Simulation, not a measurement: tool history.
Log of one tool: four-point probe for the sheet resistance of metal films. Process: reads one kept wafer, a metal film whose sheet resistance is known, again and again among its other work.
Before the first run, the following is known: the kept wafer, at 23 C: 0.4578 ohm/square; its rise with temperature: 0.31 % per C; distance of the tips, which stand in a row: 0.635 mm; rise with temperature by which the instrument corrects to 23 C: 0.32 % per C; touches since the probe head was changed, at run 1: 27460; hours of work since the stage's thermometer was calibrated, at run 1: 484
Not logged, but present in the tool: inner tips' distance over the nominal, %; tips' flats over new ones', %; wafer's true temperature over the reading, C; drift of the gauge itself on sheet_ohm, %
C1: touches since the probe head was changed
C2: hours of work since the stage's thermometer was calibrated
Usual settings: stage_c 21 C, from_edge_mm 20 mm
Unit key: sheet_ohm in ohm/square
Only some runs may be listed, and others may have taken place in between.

Run 1, hour 0: usual settings; C1 27460; C2 484. Result: sheet_ohm 0.458051 ohm/square.
Run 2, hour 37.3: usual settings; C1 28364; C2 503. Result: sheet_ohm 0.458149 ohm/square.
Run 3, hour 65.4: usual settings; C1 29043; C2 517. Result: sheet_ohm 0.458121 ohm/square.
Run 4, hour 99: usual settings but from_edge_mm 43 mm; C1 29859; C2 534. Result: sheet_ohm 0.457876 ohm/square.
Run 5, hour 123.6: usual settings but from_edge_mm 43 mm; C1 30455; C2 547. Result: sheet_ohm 0.457928 ohm/square.
Run 6, hour 152.2: usual settings but from_edge_mm 43 mm; C1 31146; C2 562. Result: sheet_ohm 0.457971 ohm/square.
Run 7, hour 187.9: usual settings but from_edge_mm 43 mm; C1 32011; C2 580. Result: sheet_ohm 0.457859 ohm/square.
Run 8, hour 211.6: usual settings but from_edge_mm 3 mm; C1 32585; C2 592. Result: sheet_ohm 0.468531 ohm/square.
Run 9, hour 233.5: usual settings but from_edge_mm 3 mm; C1 33117; C2 603. Result: sheet_ohm 0.468453 ohm/square.
Run 10, hour 265: usual settings but from_edge_mm 3 mm; C1 33878; C2 620. Result: sheet_ohm 0.468614 ohm/square.
Run 11, hour 305: usual settings but stage_c 29 C, from_edge_mm 4 mm; C1 34848; C2 640. Result: sheet_ohm 0.46377 ohm/square.
Run 12, hour 340.6: usual settings but stage_c 26 C, from_edge_mm 57 mm; C1 35710; C2 658. Result: sheet_ohm 0.457686 ohm/square.
Run 13, hour 381.4: usual settings but from_edge_mm 5 mm; C1 36698; C2 679. Result: sheet_ohm 0.461806 ohm/square.
Run 14, hour 408.6: usual settings but stage_c 32 C, from_edge_mm 17 mm; C1 37359; C2 693. Result: sheet_ohm 0.457912 ohm/square.
Run 15, hour 434.6: usual settings but stage_c 23 C, from_edge_mm 74 mm; C1 37986; C2 707. Result: sheet_ohm 0.457741 ohm/square.
Run 16, hour 473.7: usual settings but stage_c 32 C, from_edge_mm 19 mm; C1 38935; C2 727. Result: sheet_ohm 0.457538 ohm/square.
Run 17, hour 493.5: usual settings but stage_c 35 C, from_edge_mm 36 mm; C1 39413; C2 737. Result: sheet_ohm 0.457337 ohm/square.
Run 18, hour 513.6: usual settings but stage_c 35 C, from_edge_mm 36 mm; C1 39900; C2 747. Result: sheet_ohm 0.457396 ohm/square.
Run 19, hour 537.1: usual settings but stage_c 22 C, from_edge_mm 40 mm; C1 40470; C2 759. Result: sheet_ohm 0.457905 ohm/square.
Run 20, hour 553.6: usual settings but stage_c 24 C, from_edge_mm 3 mm; C1 40870; C2 768. Result: sheet_ohm 0.468464 ohm/square.

What if the next run were any one of these 3? Each begins from the tool's condition after run 20:
Run A, hour 575.6: usual settings but stage_c 30 C, from_edge_mm 4 mm; C1 41403; C2 779. Result: sheet_ohm ?.
Run B, hour 575.6: usual settings but from_edge_mm 10 mm; C1 41403; C2 779. Result: sheet_ohm ?.
Run C, hour 575.6: usual settings but from_edge_mm 18 mm; C1 41403; C2 779. Result: sheet_ohm ?.

run  sheet_ohm
  A   0.463567
  B    0.45903
  C   0.458197
With the hidden condition removed and each run's random variation left untouched, the same runs would have given:
run  sheet_ohm
  A   0.463607
  B    0.45907
  C   0.458237
